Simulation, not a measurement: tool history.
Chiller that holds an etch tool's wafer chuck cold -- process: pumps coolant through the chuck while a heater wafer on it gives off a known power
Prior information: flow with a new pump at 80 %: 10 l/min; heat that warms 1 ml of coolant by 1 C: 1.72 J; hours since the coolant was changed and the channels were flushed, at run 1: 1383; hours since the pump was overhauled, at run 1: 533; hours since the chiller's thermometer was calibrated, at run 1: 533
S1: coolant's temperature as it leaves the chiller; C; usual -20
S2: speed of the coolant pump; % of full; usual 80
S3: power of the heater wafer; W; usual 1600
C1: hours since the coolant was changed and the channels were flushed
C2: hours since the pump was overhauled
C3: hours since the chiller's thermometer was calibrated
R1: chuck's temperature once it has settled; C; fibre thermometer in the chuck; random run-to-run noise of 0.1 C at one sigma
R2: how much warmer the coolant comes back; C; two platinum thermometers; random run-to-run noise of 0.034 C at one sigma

run    hour   S1  S2    S3    C1    C2    C3     R1    R2
  1     0.0  -20  80  1600  1383   533   533   -7.5  5.54
  2   137.4  -20  80  1600  1521   670   670   -7.2  5.60
  3   233.2  -20  80  1600  1617   766   766   -7.5  5.57
  4   412.6  -20  80  1600  1796   945   945   -7.2  5.57
  5   595.5  -20  80  1600  1979  1128  1128   -6.9  5.61
      611.1  -- chiller's thermometer calibrated
  6   776.5  -22  80  2092  2159  1308   165   -4.9  7.33
  7   892.6  -22  80  2092  2275  1424   282   -4.9  7.36
      987.1  -- chiller's thermometer calibrated, once more
  8  1038.8  -27  82  2092  2420  1569    52  -10.3  7.29
  9  1159.1  -20  93  1600  2540  1690   172   -8.6  4.86
 10  1313.4  -20  93  1600  2695  1844   326   -8.6  4.86

Alternative continuations, all from the tool just after run 10; predict every row:
  A  1422.1  -14  78  1600  2803  1953  435   ?   ?
  B  1422.1  -20  96  1681  2803  1953  435   ?   ?
  C  1422.1  -19  93  1304  2803  1953  435   ?   ?
  D  1422.1  -17  84  1133  2803  1953  435   ?   ?
  E  1422.1  -21  75   878  2803  1953  435   ?   ?

run     R1    R2
  A   -0.4  5.83
  B   -8.4  4.94
  C   -9.7  3.95
  D   -8.1  3.82
  E  -13.2  3.31
Take away the tool's hidden state, keep each run's random variation, and the runs would have read:
run     R1    R2
  A   -1.7  5.74
  B   -9.5  4.86
  C  -10.5  3.88
  D   -8.9  3.76
  E  -13.9  3.26

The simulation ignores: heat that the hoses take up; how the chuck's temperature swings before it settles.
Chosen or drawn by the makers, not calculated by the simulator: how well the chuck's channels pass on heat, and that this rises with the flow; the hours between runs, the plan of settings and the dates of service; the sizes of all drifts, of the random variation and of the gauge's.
